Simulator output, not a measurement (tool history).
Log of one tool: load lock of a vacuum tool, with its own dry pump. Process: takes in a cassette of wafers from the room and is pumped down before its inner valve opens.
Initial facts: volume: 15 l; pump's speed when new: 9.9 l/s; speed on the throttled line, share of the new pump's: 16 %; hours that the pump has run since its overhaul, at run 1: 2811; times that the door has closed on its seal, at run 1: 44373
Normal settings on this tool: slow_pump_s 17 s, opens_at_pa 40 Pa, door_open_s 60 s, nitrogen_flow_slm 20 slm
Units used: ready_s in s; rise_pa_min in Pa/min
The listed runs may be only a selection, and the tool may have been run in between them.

| run | hour | slow_pump_s | opens_at_pa | door_open_s | nitrogen_flow_slm | hours that the pump has run since its overhaul | times that the door has closed on its seal | incoming humidity of the room's air, % | ready_s | rise_pa_min |
|---|---|---|---|---|---|---|---|---|---|---|
| 1 | 0.0 | 17 | 40 | 60 | 20 | 2811 | 44373 | 44.9 | 26.0 | 0.034 |
| 2 | 118.8 | 17 | 40 | 60 | 5 | 2929 | 44880 | 44.3 | 26.0 | 0.041 |
| 3 | 266.3 | 17 | 40 | 60 | 5 | 3077 | 45511 | 46.1 | 26.1 | 0.047 |
| 4 | 379.6 | 17 | 40 | 60 | 5 | 3190 | 45995 | 45.0 | 26.5 | 0.044 |
| 5 | 467.3 | 17 | 40 | 60 | 5 | 3278 | 46370 | 44.4 | 26.2 | 0.042 |
|  | 571.2 | door's seal changed, seat wiped |
| 6 | 588.3 | 17 | 40 | 77 | 5 | 3397 | 73 | 48.2 | 26.2 | 0.052 |
| 7 | 686.9 | 17 | 40 | 77 | 5 | 3496 | 495 | 47.6 | 26.5 | 0.048 |
| 8 | 794.1 | 17 | 40 | 77 | 5 | 3603 | 953 | 44.5 | 26.0 | 0.047 |
| 9 | 915.7 | 17 | 40 | 77 | 5 | 3725 | 1472 | 48.4 | 25.9 | 0.047 |
| 10 | 1034.2 | 17 | 40 | 87 | 5 | 3843 | 1979 | 42.4 | 26.3 | 0.041 |
| 11 | 1137.7 | 17 | 40 | 87 | 5 | 3947 | 2421 | 47.3 | 25.6 | 0.047 |
| 12 | 1281.3 | 17 | 40 | 60 | 20 | 4090 | 3034 | 43.1 | 26.2 | 0.025 |
| 13 | 1356.1 | 17 | 40 | 60 | 20 | 4165 | 3354 | 46.1 | 26.1 | 0.033 |
| 14 | 1437.2 | 17 | 40 | 60 | 20 | 4246 | 3701 | 44.5 | 26.2 | 0.033 |
| 15 | 1523.9 | 9 | 40 | 60 | 20 | 4333 | 4071 | 48.4 | 19.4 | 0.031 |
| 16 | 1668.7 | 9 | 40 | 60 | 20 | 4478 | 4690 | 47.6 | 19.6 | 0.032 |
| 17 | 1743.0 | 28 | 64 | 130 | 17 | 4552 | 5007 | 47.8 | 34.1 | 0.042 |
| 18 | 1831.0 | 28 | 64 | 130 | 17 | 4640 | 5383 | 44.0 | 34.9 | 0.043 |
| 19 | 1907.1 | 12 | 32 | 82 | 9 | 4716 | 5708 | 44.0 | 22.2 | 0.043 |
| 20 | 2044.4 | 12 | 32 | 82 | 9 | 4853 | 6295 | 43.3 | 22.2 | 0.044 |
| 21 | 2178.6 | 17 | 68 | 60 | 20 | 4988 | 6869 | 47.9 | 25.3 | 0.030 |
| 22 | 2258.3 | 17 | 45 | 149 | 20 | 5067 | 7209 | 45.7 | 25.9 | 0.038 |
| 23 | 2369.5 | 17 | 45 | 149 | 20 | 5179 | 7684 | 45.0 | 26.0 | 0.041 |
| 24 | 2500.7 | 11 | 45 | 149 | 20 | 5310 | 8245 | 45.9 | 20.9 | 0.042 |
| 25 | 2586.7 | 22 | 40 | 63 | 20 | 5396 | 8613 | 45.8 | 30.4 | 0.030 |
| 26 | 2678.4 | 17 | 40 | 42 | 20 | 5487 | 9004 | 46.2 | 26.2 | 0.023 |
| 27 | 2797.6 | 15 | 40 | 91 | 31 | 5607 | 9514 | 44.3 | 24.2 | 0.022 |
| 28 | 2950.9 | 9 | 28 | 207 | 20 | 5760 | 10169 | 46.3 | 20.0 | 0.051 |
| 29 | 3062.1 | 13 | 76 | 60 | 5 | 5871 | 10644 | 49.8 | 21.7 | 0.048 |
| 30 | 3136.3 | 13 | 76 | 60 | 5 | 5945 | 10961 | 45.4 | 21.7 | 0.035 |
| 31 | 3251.0 | 17 | 40 | 60 | 25 | 6060 | 11451 | 45.6 | 26.1 | 0.022 |
| 32 | 3345.3 | 10 | 40 | 162 | 14 | 6154 | 11854 | 46.5 | 20.2 | 0.048 |

Consider 5 possible next runs. They are alternatives, not a sequence: every one starts from the tool as it was left by run 32. What does each give?
| A | 3481.5 | 10 | 40 | 168 | 14 | 6291 | 12436 | 44.7 | ? | ? |
| B | 3481.5 | 17 | 33 | 60 | 21 | 6291 | 12436 | 41.2 | ? | ? |
| C | 3481.5 | 10 | 74 | 162 | 41 | 6291 | 12436 | 41.5 | ? | ? |
| D | 3481.5 | 17 | 69 | 130 | 10 | 6291 | 12436 | 43.6 | ? | ? |
| E | 3481.5 | 10 | 59 | 163 | 7 | 6291 | 12436 | 46.4 | ? | ? |

| run | ready_s | rise_pa_min |
|---|---|---|
| A | 20.1 | 0.050 |
| B | 26.4 | 0.030 |
| C | 19.6 | 0.027 |
| D | 25.3 | 0.051 |
| E | 19.8 | 0.064 |
Take away the tool's hidden state, keep each run's random variation, and the runs would have read:
| run | ready_s | rise_pa_min |
|---|---|---|
| A | 20.1 | 0.050 |
| B | 26.4 | 0.030 |
| C | 19.6 | 0.027 |
| D | 25.3 | 0.051 |
| E | 19.8 | 0.063 |
